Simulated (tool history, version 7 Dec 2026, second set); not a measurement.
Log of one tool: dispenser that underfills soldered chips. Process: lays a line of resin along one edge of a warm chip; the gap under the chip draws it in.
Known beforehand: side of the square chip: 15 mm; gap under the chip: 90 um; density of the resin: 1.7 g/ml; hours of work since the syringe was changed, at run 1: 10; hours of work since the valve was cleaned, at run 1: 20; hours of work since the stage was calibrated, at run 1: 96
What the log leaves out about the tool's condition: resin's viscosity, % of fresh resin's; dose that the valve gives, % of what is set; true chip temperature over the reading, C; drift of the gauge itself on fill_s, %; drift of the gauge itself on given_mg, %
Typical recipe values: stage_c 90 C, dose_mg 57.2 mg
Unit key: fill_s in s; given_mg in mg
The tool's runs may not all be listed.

run,hour,stage_c,dose_mg,hours of work since the syringe was changed,hours of work since the valve was cleaned,hours of work since the stage was calibrated,fill_s,given_mg
1,0.0,90,57.2,10,20,96,258.0,56.30
# hour 0.7: new syringe of resin
2,3.3,90,61.2,2,22,98,160.8,60.17
3,7.5,90,57.2,5,25,102,195.9,55.85
4,13.3,90,57.2,9,29,106,252.5,55.79
# hour 15.2: new syringe of resin
5,20.8,90,57.2,4,34,111,194.3,55.70
6,26.6,102,57.2,8,39,115,157.6,55.41
# hour 29.3: new syringe of resin
# hour 32.1: dispensing valve cleaned and set on the balance
7,34.6,90,66.9,3,2,120,177.2,66.77
8,39.6,90,57.2,7,6,124,221.5,57.05
9,43.2,90,57.2,9,8,126,262.3,56.66
# hour 44.6: new syringe of resin
10,50.9,90,64.7,5,14,132,191.0,64.31
11,55.5,89,57.2,8,17,135,247.0,56.28
# hour 59.0: new syringe of resin
12,59.9,90,57.2,1,20,138,158.6,56.62
13,65.2,90,57.2,5,24,142,196.8,56.34
14,71.5,90,57.2,9,28,147,261.9,56.04
# hour 73.0: new syringe of resin
15,79.1,90,57.2,4,34,152,195.2,55.96
16,85.5,90,57.2,9,38,157,259.8,55.76
# hour 87.3: new syringe of resin
# hour 91.3: dispensing valve cleaned and set on the balance
17,93.0,105,59.8,3,1,161,104.0,59.51
18,98.3,102,59.2,7,5,165,148.6,58.78
# hour 102.3: new syringe of resin
19,104.1,88,61.5,1,9,169,176.0,60.62
20,108.3,90,61.5,4,12,172,196.4,60.47
21,114.1,99,66.5,9,16,176,179.0,65.27
# hour 116.3: new syringe of resin
22,120.3,78,66.5,3,21,181,289.9,65.08
23,125.7,86,51.3,7,25,185,270.7,50.22
24,129.5,87,51.1,10,28,187,311.1,49.89
# hour 130.2: new syringe of resin
25,135.2,94,48.8,4,31,191,164.5,46.94
26,141.7,96,57.1,8,36,196,194.2,55.13
# hour 144.5: new syringe of resin
27,145.2,102,49.6,1,39,198,99.5,47.95

Each row is a separate what-if for the run after 27, all from the same tool condition, not one after another. Results?
A,148.9,82,63.3,3,41,201,?,?
B,148.9,102,72.4,3,41,201,?,?
C,148.9,98,57.7,3,41,201,?,?
D,148.9,101,57.2,3,41,201,?,?
E,148.9,84,49.6,3,41,201,?,?

run,fill_s,given_mg
A,248.6,61.08
B,113.9,69.87
C,133.3,55.72
D,119.3,54.94
E,235.4,47.64
With no hidden state in the tool, these same runs would have given:
run,fill_s,given_mg
A,198.3,63.30
B,91.4,72.42
C,106.6,57.75
D,95.4,56.95
E,186.8,49.37
